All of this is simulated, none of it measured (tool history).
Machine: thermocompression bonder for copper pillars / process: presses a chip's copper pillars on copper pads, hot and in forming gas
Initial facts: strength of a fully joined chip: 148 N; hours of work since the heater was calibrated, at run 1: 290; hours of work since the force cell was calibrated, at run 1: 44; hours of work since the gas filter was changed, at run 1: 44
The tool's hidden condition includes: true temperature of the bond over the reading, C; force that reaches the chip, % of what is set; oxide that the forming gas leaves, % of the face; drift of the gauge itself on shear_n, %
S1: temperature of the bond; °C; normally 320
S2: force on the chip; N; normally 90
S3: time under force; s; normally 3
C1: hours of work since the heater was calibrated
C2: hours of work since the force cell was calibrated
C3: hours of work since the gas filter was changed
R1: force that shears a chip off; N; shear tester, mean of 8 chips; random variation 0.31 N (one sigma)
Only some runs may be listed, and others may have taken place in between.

run,hour,S1,S2,S3,C1,C2,C3,R1
1,0.0,320,90,3,290,44,44,59.1
2,36.2,320,90,3,315,69,69,59.9
3,64.5,298,90,3,334,88,88,43.9
4,106.6,298,90,3,363,117,117,44.7
5,149.8,298,90,3,393,147,147,44.8
6,187.0,320,90,3,418,172,172,60.5
7,228.0,320,90,3,446,200,200,59.0
8,249.1,320,90,3,461,215,215,59.5
9,267.2,320,90,3,473,227,227,59.3
10,297.6,320,90,3,494,248,248,58.9
# hour 301.6: heater calibrated with a thermocouple chip
11,337.3,320,90,9,25,274,274,88.3
12,368.6,309,90,9,46,296,296,79.2
13,398.3,309,90,9,66,316,316,79.7
14,441.5,309,90,9,96,346,346,78.7
# hour 447.1: heater calibrated with a thermocouple chip, once more
15,470.2,320,90,7,16,364,364,72.3
# hour 480.6: forming gas filter changed
16,502.3,320,90,3,38,386,15,58.5
17,539.8,320,90,3,63,411,41,57.7
18,567.1,320,90,3,82,430,59,57.6
19,608.7,320,90,3,111,459,88,58.1
20,627.3,320,65,3,123,471,101,47.2
21,668.1,318,65,4,151,499,129,51.6
22,686.2,296,79,4,164,512,141,43.5
23,725.2,296,79,4,191,539,168,43.2
24,745.9,296,79,4,205,553,182,43.5
25,766.3,303,95,3,219,567,196,48.4
26,809.7,303,95,3,249,597,226,48.6
27,839.5,320,101,3,269,617,246,61.9
28,867.4,311,101,5,288,636,266,67.0
29,888.6,311,101,5,303,651,280,66.8
30,914.0,311,101,5,320,668,298,66.7
31,957.7,333,90,3,350,698,328,67.2
32,996.2,312,55,5,377,725,354,46.6
# hour 1018.4: forming gas filter changed
33,1018.4,312,55,5,392,740,0,51.0
34,1052.1,312,55,5,415,763,23,50.4
35,1072.2,348,55,3,429,777,37,63.8
36,1094.7,343,63,2,444,792,52,55.9
37,1116.8,344,63,2,459,807,68,57.7
38,1146.6,320,90,2,480,828,88,53.2
39,1168.1,320,90,2,494,842,103,53.6

Describe how what the log doesn't record of the tool's condition differs between the last listed run preceding each entry between runs and the first listed run following it.
From run 10 to run 11: heater calibrated with a thermocouple chip (hour 301.6)
  true temperature of the bond over the reading, C: 7.1 -> 10.5; force that reaches the chip, % of what is set: 101.2 -> 101.3; oxide that the forming gas leaves, % of the face: 5.59 -> 6.15
  the result without the hidden state subtracted from the measured one, R1: +2.4 -> +4.3 N
From run 14 to run 15: heater calibrated with a thermocouple chip, once more (hour 447.1)
  true temperature of the bond over the reading, C: 11.6 -> 0.7; force that reaches the chip, % of what is set: 101.4 -> 101.5; oxide that the forming gas leaves, % of the face: 7.67 -> 8.1
  the result without the hidden state subtracted from the measured one, R1: +4.7 -> -4.8 N
From run 15 to run 16: forming gas filter changed (hour 480.6)
  true temperature of the bond over the reading, C: 0.7 -> 1; oxide that the forming gas leaves, % of the face: 8.1 -> 0.88
  the result without the hidden state subtracted from the measured one, R1: -4.8 -> +1.1 N
From run 32 to run 33: forming gas filter changed (hour 1018.4)
  true temperature of the bond over the reading, C: 6.3 -> 6.6; force that reaches the chip, % of what is set: 102.4 -> 102.5; oxide that the forming gas leaves, % of the face: 7.72 -> 0.67
  the result without the hidden state subtracted from the measured one, R1: +1.2 -> +5.0 N

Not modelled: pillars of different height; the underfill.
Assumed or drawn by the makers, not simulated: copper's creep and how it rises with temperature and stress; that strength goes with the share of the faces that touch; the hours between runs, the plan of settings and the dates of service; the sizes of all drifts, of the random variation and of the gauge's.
